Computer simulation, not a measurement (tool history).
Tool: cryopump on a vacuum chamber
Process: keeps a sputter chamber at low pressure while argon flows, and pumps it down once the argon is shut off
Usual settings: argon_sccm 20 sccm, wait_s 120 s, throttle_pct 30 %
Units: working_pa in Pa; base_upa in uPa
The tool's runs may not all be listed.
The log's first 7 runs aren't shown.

run,hour,argon_sccm,wait_s,throttle_pct,hours of work since the pump was warmed up and emptied,hours of work since the cold head was overhauled,hours of work since the chamber's fittings were tightened,working_pa,base_upa
8,483.3,27,120,30,604,2489,1418,0.0845,1.32
9,533.2,27,120,30,643,2528,1457,0.0845,1.36
10,576.1,20,120,30,677,2562,1491,0.0634,1.35
11,636.7,12,120,30,725,2610,1539,0.0385,1.37
12,693,12,120,30,769,2654,1583,0.0389,1.44
13,743.8,18,120,30,809,2694,1623,0.0575,1.44
# hour 826.8: pump warmed up, emptied and cooled again
14,845,18,120,30,14,2770,1699,0.0527,1.24
15,939.8,18,120,30,89,2845,1774,0.0531,1.24
16,981.3,18,120,30,122,2877,1806,0.0535,1.28
17,1037.3,18,271,50,166,2922,1851,0.0318,1.09
18,1116.6,18,271,58,229,2984,1913,0.028,1.09
19,1210,19,78,19,302,3058,1987,0.088,1.79
20,1306.7,27,69,25,379,3134,2063,0.0968,1.87
21,1397.7,27,69,25,450,3206,2135,0.0989,1.94
22,1490.4,27,69,25,524,3279,2208,0.1,2.04
23,1546.2,13,20,37,567,3323,2252,0.0336,4.28
24,1640,12,54,19,641,3397,2326,0.0575,2.31
25,1714.8,12,22,30,701,3456,2385,0.0379,4.02
26,1812.4,20,120,48,777,3533,2462,0.0438,1.87
27,1899.1,20,120,48,846,3601,2530,0.0447,2.01
# hour 1935.3: pump warmed up, emptied and cooled again
28,1946,11,127,19,8,3634,2563,0.0496,1.47
29,2003.4,11,127,19,54,3680,2609,0.0505,1.55
30,2062.6,37,281,34,100,3726,2655,0.097,1.31

Forecast each of these 3 alternatives for the next run:
A,2113.7,36,118,34,141,3767,2696,?,?
B,2113.7,20,23,19,141,3767,2696,?,?
C,2113.7,35,120,17,141,3767,2696,?,?

run,working_pa,base_upa
A,0.0927,1.65
B,0.091,3.72
C,0.1782,1.58
Without the tool's hidden state the same runs would have given:
run,working_pa,base_upa
A,0.0898,0.68
B,0.0893,2.75
C,0.1754,0.63
